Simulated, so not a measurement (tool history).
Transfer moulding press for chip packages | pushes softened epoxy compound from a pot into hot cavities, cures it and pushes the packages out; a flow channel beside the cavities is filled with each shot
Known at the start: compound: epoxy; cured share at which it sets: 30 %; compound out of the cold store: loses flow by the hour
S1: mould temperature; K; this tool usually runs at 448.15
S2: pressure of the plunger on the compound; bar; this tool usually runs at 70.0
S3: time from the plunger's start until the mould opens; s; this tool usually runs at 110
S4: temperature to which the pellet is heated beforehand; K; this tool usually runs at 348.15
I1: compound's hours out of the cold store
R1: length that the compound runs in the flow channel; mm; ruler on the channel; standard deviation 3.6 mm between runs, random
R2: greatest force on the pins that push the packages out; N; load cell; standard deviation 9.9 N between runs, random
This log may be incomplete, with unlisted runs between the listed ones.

run 1 day=0.000 | S1=448.15 S2=70.0 S3=110 S4=348.15 | I1=41.2 | R1=727 R2=786
-- day=0.683 cavities cleaned with cleaning compound and waxed
-- day=2.996 plunger's sealing rings changed
run 2 day=3.029 | S1=448.15 S2=70.0 S3=110 S4=348.15 | I1=34.4 | R1=776 R2=994
run 3 day=5.333 | S1=448.15 S2=70.0 S3=110 S4=344.15 | I1=24.3 | R1=800 R2=1023
-- day=6.217 cavities cleaned with cleaning compound and waxed
run 4 day=6.967 | S1=448.15 S2=70.0 S3=110 S4=349.15 | I1=30.9 | R1=780 R2=526
run 5 day=10.221 | S1=448.15 S2=70.0 S3=110 S4=348.15 | I1=13.5 | R1=822 R2=784
-- day=10.862 cavities cleaned with cleaning compound and waxed, once more
run 6 day=13.754 | S1=448.15 S2=70.0 S3=110 S4=348.15 | I1=37.0 | R1=759 R2=672
-- day=16.304 cavities cleaned with cleaning compound and waxed
run 7 day=16.312 | S1=448.15 S2=70.0 S3=110 S4=356.15 | I1=26.4 | R1=762 R2=458
run 8 day=18.058 | S1=448.15 S2=70.0 S3=110 S4=356.15 | I1=23.5 | R1=776 R2=626
-- day=19.767 mould's thermocouples calibrated
-- day=21.775 cavities cleaned with cleaning compound and waxed
run 9 day=22.004 | S1=448.15 S2=70.0 S3=110 S4=348.15 | I1=13.5 | R1=794 R2=474
-- day=22.583 plunger's sealing rings changed
run 10 day=25.379 | S1=448.15 S2=70.0 S3=110 S4=348.15 | I1=23.7 | R1=789 R2=741
-- day=27.304 cavities cleaned with cleaning compound and waxed
run 11 day=28.908 | S1=448.15 S2=70.0 S3=110 S4=348.15 | I1=39.9 | R1=738 R2=611
run 12 day=32.271 | S1=448.15 S2=70.0 S3=110 S4=348.15 | I1=46.9 | R1=725 R2=818
-- day=32.725 cavities cleaned with cleaning compound and waxed
run 13 day=34.938 | S1=448.15 S2=70.0 S3=131 S4=344.15 | I1=31.6 | R1=755 R2=584
-- day=38.038 cavities cleaned with cleaning compound and waxed
run 14 day=38.038 | S1=448.15 S2=65.3 S3=113 S4=345.15 | I1=37.3 | R1=711 R2=466
run 15 day=41.125 | S1=448.15 S2=65.3 S3=113 S4=345.15 | I1=21.0 | R1=742 R2=702
-- day=42.075 plunger's sealing rings changed
-- day=43.675 cavities cleaned with cleaning compound and waxed
run 16 day=44.583 | S1=452.15 S2=62.0 S3=113 S4=345.15 | I1=38.5 | R1=706 R2=530
run 17 day=46.812 | S1=455.15 S2=70.0 S3=110 S4=357.15 | I1=44.2 | R1=732 R2=691
-- day=49.175 cavities cleaned with cleaning compound and waxed
run 18 day=49.175 | S1=448.15 S2=70.0 S3=145 S4=357.15 | I1=16.5 | R1=807 R2=425
run 19 day=52.912 | S1=448.15 S2=70.0 S3=139 S4=348.15 | I1=36.0 | R1=754 R2=685
-- day=54.542 cavities cleaned with cleaning compound and waxed
run 20 day=55.004 | S1=448.15 S2=65.7 S3=110 S4=348.15 | I1=13.3 | R1=781 R2=498
-- day=57.429 mould's thermocouples calibrated
run 21 day=58.250 | S1=448.15 S2=65.7 S3=110 S4=348.15 | I1=36.6 | R1=723 R2=751
-- day=60.029 cavities cleaned with cleaning compound and waxed
run 22 day=60.029 | S1=448.15 S2=65.7 S3=110 S4=348.15 | I1=22.4 | R1=749 R2=474
-- day=61.533 plunger's sealing rings changed
run 23 day=61.967 | S1=449.15 S2=65.7 S3=110 S4=348.15 | I1=23.9 | R1=770 R2=640

Each row is a separate what-if for the run after 23, all from the same tool condition, not one after another. Results?
run A day=64.746 | S1=448.15 S2=70.0 S3=127 S4=340.15 | I1=31.3 | R1=? R2=?
run B day=64.746 | S1=449.15 S2=70.0 S3=126 S4=340.15 | I1=9.8 | R1=? R2=?
run C day=64.746 | S1=448.15 S2=70.0 S3=110 S4=353.15 | I1=13.4 | R1=? R2=?

run=A R1=781 R2=748
run=B R1=827 R2=748
run=C R1=820 R2=794
Had the tool no hidden state, the same runs would have come out as:
run=A R1=787 R2=421
run=B R1=834 R2=421
run=C R1=827 R2=448

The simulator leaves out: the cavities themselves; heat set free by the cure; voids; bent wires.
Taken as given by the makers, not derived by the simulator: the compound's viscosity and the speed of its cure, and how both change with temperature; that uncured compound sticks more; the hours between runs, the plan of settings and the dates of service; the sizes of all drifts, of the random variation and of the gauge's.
